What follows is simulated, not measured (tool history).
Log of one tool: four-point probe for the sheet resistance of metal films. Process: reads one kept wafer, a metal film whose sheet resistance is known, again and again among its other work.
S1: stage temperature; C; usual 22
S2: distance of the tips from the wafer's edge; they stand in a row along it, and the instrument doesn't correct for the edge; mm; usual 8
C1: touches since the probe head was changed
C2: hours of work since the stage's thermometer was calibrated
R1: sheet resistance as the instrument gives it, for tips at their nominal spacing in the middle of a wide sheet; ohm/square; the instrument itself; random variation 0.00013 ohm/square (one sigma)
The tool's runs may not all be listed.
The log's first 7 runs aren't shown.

run 8 hour=589.8 | S1=22 S2=8 | C1=24292 C2=1607 | R1=0.659544
run 9 hour=671.8 | S1=22 S2=8 | C1=26525 C2=1654 | R1=0.659188
run 10 hour=741.9 | S1=22 S2=8 | C1=28432 C2=1694 | R1=0.659193
run 11 hour=843.0 | S1=27 S2=8 | C1=31183 C2=1751 | R1=0.663368
run 12 hour=946.5 | S1=29 S2=8 | C1=33999 C2=1810 | R1=0.664663
run 13 hour=1034.2 | S1=27 S2=8 | C1=36384 C2=1860 | R1=0.663113
run 14 hour=1126.6 | S1=22 S2=23 | C1=38898 C2=1912 | R1=0.651091
run 15 hour=1227.9 | S1=29 S2=8 | C1=41654 C2=1970 | R1=0.664519
run 16 hour=1274.7 | S1=29 S2=18 | C1=42927 C2=1996 | R1=0.657254
run 17 hour=1330.9 | S1=29 S2=18 | C1=44454 C2=2028 | R1=0.657412
run 18 hour=1404.2 | S1=29 S2=18 | C1=46449 C2=2070 | R1=0.657229
run 19 hour=1475.6 | S1=29 S2=18 | C1=48393 C2=2110 | R1=0.657129
run 20 hour=1574.5 | S1=23 S2=8 | C1=51084 C2=2166 | R1=0.658912
run 21 hour=1675.7 | S1=23 S2=8 | C1=53835 C2=2224 | R1=0.658830
run 22 hour=1746.4 | S1=21 S2=8 | C1=55758 C2=2264 | R1=0.657037
run 23 hour=1799.7 | S1=34 S2=9 | C1=57210 C2=2294 | R1=0.665908
run 24 hour=1860.1 | S1=34 S2=9 | C1=58852 C2=2328 | R1=0.666180
run 25 hour=1948.3 | S1=23 S2=24 | C1=61254 C2=2378 | R1=0.650808
run 26 hour=2033.9 | S1=30 S2=23 | C1=63581 C2=2427 | R1=0.656262
run 27 hour=2130.2 | S1=19 S2=16 | C1=66202 C2=2482 | R1=0.648034
run 28 hour=2193.5 | S1=24 S2=3 | C1=67924 C2=2517 | R1=0.706915
run 29 hour=2299.6 | S1=24 S2=42 | C1=70811 C2=2578 | R1=0.650282
run 30 hour=2375.8 | S1=29 S2=65 | C1=72882 C2=2621 | R1=0.654423
run 31 hour=2465.5 | S1=19 S2=5 | C1=75325 C2=2672 | R1=0.667314

Forecast run 32:
run 32 hour=2543.3 | S1=19 S2=5 | C1=77439 C2=2716 | R1=?

{"run 32": {"R1": 0.667287}}
Without the tool's hidden state the same run would have given R1 0.669431 ohm/square.
